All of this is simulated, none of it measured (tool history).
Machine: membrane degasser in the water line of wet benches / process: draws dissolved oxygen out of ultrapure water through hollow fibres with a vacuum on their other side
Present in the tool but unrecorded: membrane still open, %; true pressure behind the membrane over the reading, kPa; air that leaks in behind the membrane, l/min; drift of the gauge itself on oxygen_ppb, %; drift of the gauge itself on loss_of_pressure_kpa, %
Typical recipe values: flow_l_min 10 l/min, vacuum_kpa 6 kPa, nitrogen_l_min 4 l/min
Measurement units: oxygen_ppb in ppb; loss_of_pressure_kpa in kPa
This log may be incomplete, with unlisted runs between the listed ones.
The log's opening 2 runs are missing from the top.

run	hour	flow_l_min	vacuum_kpa	nitrogen_l_min	hours since the membrane was changed	hours since the vacuum gauge was calibrated	hours since the vacuum lines were made tight	oxygen_ppb	loss_of_pressure_kpa
3	189.9	7	6	4	1210	885	7427	49.8	44.05
4	285.2	7	6	4	1306	980	7522	48.1	44.07
5	380.8	7	6	4	1401	1076	7618	48.8	43.82
6	502	10	6	4	1522	1197	7739	164.1	63.22
7	592.5	10	6	4	1613	1288	7830	159.4	63.34
8	644.2	10	6	4	1665	1339	7881	163.2	62.89
9	720.7	10	6	4	1741	1416	7958	162.6	62.96
10	827.8	10	6	4	1848	1523	8065	159.5	63.08
11	889.1	10	6	4	1909	1584	8126	163.3	62.62
12	940.5	10	6	4	1961	1636	8178	161.5	62.92
13	1021.5	10	6	5.24	2042	1717	8259	154.9	62.7
14	1127.8	10	6	1.63	2148	1823	8365	183.1	63.37
15	1217.6	7	6	1.63	2238	1913	8455	68.4	43.9
16	1327.7	7	6	1.63	2348	2023	8565	68.9	44.44
17	1444.8	10	6	9.26	2465	2140	8682	151.3	63.7
# hour 1452.6: vacuum gauge calibrated
18	1522.8	10	6	9.26	2543	70	8759	152.7	63.05
19	1581.3	10	3.74	9.26	2601	129	8818	142.3	63.34
20	1665.8	15	3.74	2.62	2686	213	8902	470.8	95.04
21	1751.3	13	4.05	2.62	2771	299	8988	332.2	81.66

Predict the results of run 22:
22	1829.7	15	3.83	3.24	2850	377	9066	?	?

oxygen_ppb: 466.8 ppb
loss_of_pressure_kpa: 95.21 kPa
With the hidden condition absent and the run-to-run variation left alone, this run would have shown oxygen_ppb 454.5 ppb, loss_of_pressure_kpa 94.46 kPa.

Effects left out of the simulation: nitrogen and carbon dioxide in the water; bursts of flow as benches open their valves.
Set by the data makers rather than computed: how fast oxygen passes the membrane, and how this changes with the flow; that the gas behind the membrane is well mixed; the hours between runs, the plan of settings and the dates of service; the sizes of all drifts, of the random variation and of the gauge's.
